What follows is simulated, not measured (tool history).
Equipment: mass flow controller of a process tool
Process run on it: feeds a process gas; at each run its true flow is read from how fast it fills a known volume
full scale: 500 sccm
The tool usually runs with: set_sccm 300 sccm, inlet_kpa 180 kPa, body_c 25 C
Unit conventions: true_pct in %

run    hour  set_sccm  inlet_kpa  body_c  true_pct
  1       0       300        180      25     99.04
  2   155.7       300        180      25     99.02
  3   310.8       300        220      25      99.1
  4   529.3       137        220      25     98.28
  5   796.6       137        220      25     98.23
  6  1109.1       137        220      25     98.34
  7  1348.8       137        220      25     98.52
  8  1494.7        57        144      26     98.44
  9    1709       104        275      26     98.36
 10    1856       181        278      23     98.51
 11  2032.2       181        278      23     98.81
 12  2242.8       300        266      25     99.57
 13  2510.8       300        167      32    100.54
 14  2801.8       300        241      28    100.04

Alternative continuations, all from the tool just after run 14; predict every row:
  A  3075.7       201        241      31         ?
  B  3075.7       282        187      29         ?
  C  3075.7       300        241      22         ?

run  true_pct
  A     99.96
  B    100.23
  C     99.62
Take away the tool's hidden state, keep each run's random variation, and the runs would have read:
run  true_pct
  A     98.98
  B     99.25
  C     98.65
